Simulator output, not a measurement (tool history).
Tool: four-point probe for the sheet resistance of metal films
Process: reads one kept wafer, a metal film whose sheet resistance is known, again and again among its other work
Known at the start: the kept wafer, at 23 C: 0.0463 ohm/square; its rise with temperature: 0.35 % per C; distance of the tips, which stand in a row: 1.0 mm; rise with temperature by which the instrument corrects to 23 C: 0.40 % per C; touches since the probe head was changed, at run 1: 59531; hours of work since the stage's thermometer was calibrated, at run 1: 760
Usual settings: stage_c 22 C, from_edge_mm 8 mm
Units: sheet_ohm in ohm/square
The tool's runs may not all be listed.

run,day,stage_c,from_edge_mm,touches since the probe head was changed,hours of work since the stage's thermometer was calibrated,sheet_ohm
1,0.000,22,8,59531,760,0.047029
# day 1.038: new probe head fitted
2,4.142,22,8,4186,831,0.046810
3,5.938,22,8,6611,862,0.046834
4,10.117,30,8,12251,934,0.046650
5,13.029,22,8,16183,984,0.046886
6,15.017,22,8,18865,1018,0.046886
7,19.175,22,8,24476,1090,0.046911
8,22.458,22,8,28905,1147,0.046934
9,24.471,22,24,31622,1181,0.046600
10,27.125,22,8,35205,1227,0.046962
11,29.712,22,8,38696,1272,0.046976
12,32.667,22,8,42687,1323,0.047001
13,35.629,22,14,46685,1374,0.046751
14,39.517,22,8,51927,1441,0.047041
15,41.596,22,9,54737,1477,0.046967
# day 41.938: stage's thermometer calibrated
16,44.138,22,9,58135,38,0.047004
# day 46.192: new probe head fitted
17,46.729,22,8,722,82,0.047025
18,50.767,35,8,6174,152,0.046688
19,53.221,35,8,9486,194,0.046695
20,56.988,35,8,14569,259,0.046732
21,59.467,35,8,17912,301,0.046735
22,61.154,22,14,20193,331,0.046836
23,63.767,22,8,23715,376,0.047114
24,66.762,22,8,27758,427,0.047126
# day 67.171: stage's thermometer calibrated, once more
25,70.104,22,36,32243,51,0.046708
26,72.379,23,8,35314,90,0.047067
27,76.242,35,8,40525,156,0.046761
28,78.100,18,7,43033,188,0.047363
29,81.458,21,48,47565,246,0.046786
30,84.242,21,48,51322,294,0.046812
31,88.338,26,7,56851,365,0.047173
32,90.533,25,8,59814,403,0.047117
# day 91.583: new probe head fitted
33,94.733,25,8,4254,474,0.046765
34,98.558,25,8,9414,540,0.046781
35,102.125,25,8,14228,602,0.046806
36,105.258,32,8,18455,656,0.046638
37,109.042,21,14,23565,721,0.046704
38,111.312,25,21,26629,760,0.046523
39,115.392,25,21,32131,830,0.046546
40,117.446,25,21,34904,866,0.046545
41,119.996,24,50,38344,910,0.046570
42,123.562,24,50,43157,971,0.046574
43,126.125,29,4,46617,1015,0.047966
44,129.758,33,21,51523,1078,0.046428
45,132.608,33,21,55368,1127,0.046434

The same runs without the tool's hidden state, with the same run-to-run variation:
The hidden state here: inner tips' distance over the nominal, %; tips' flats over new ones', %; wafer's true temperature over the reading, C; drift of the gauge itself on sheet_ohm, %.
run,sheet_ohm
1,0.046725
2,0.046699
3,0.046713
4,0.046507
5,0.046724
6,0.046712
7,0.046712
8,0.046717
9,0.046373
10,0.046718
11,0.046717
12,0.046725
13,0.046459
14,0.046724
15,0.046639
16,0.046647
17,0.046723
18,0.046368
19,0.046360
20,0.046376
21,0.046364
22,0.046452
23,0.046713
24,0.046708
25,0.046351
26,0.046695
27,0.046369
28,0.046954
29,0.046363
30,0.046374
31,0.046708
32,0.046640
33,0.046635
34,0.046629
35,0.046632
36,0.046448
37,0.046491
38,0.046299
39,0.046300
40,0.046287
41,0.046296
42,0.046280
43,0.047649
44,0.046102
45,0.046091
